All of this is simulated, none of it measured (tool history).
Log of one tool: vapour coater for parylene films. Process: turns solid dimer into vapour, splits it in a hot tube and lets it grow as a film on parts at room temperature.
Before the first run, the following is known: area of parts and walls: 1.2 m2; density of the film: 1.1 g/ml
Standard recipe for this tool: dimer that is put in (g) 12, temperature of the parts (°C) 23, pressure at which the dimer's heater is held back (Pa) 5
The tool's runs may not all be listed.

run	day	dimer that is put in (g)	temperature of the parts (°C)	pressure at which the dimer's heater is held back (Pa)	thickness of the film (µm)
1	0	12	23	5	4.62
2	1.2	12	23	5	4.61
3	3.571	12	23	5	4.59
4	4.679	18	23	5	6.86
5	5.779	18	23	4.53	7.03
6	7.379	12	23	5	4.6
7	8.546	12	23	5	4.58
8	10.833	12	23	5	4.53
# day 11.017: table's thermometer calibrated
# day 13.058: trap's valve overhauled
9	13.158	12	23	5	4.78
10	15.2	12	23	5	4.75
11	17.108	12	23	5	4.76
# day 18.462: table's thermometer calibrated, once more
12	18.838	12	23	5	4.79
13	20.829	12	23	5	4.79
14	22	19	20	5	7.92
15	24.104	7	20	5	2.91
16	25.912	7	20	5	2.89
17	27.817	7	20	5	2.9
18	30.067	14	30	6.79	4.61
19	31.671	12	23	2.85	5.3
20	33.929	12	23	2.85	5.26
21	35.529	12	23	3.55	4.99
22	37.633	20	23	7.18	7.24

Forecast each of these 3 alternatives for the next run:
A	39.429	17	27	3.36	?
B	39.429	16	23	2.2	?
C	39.429	14	22	6.55	?

run	thickness of the film (µm)
A	6.66
B	7.34
C	5.21
Take away the tool's hidden state, keep each run's random variation, and the runs would have read:
run	thickness of the film (µm)
A	6.9
B	7.6
C	5.4

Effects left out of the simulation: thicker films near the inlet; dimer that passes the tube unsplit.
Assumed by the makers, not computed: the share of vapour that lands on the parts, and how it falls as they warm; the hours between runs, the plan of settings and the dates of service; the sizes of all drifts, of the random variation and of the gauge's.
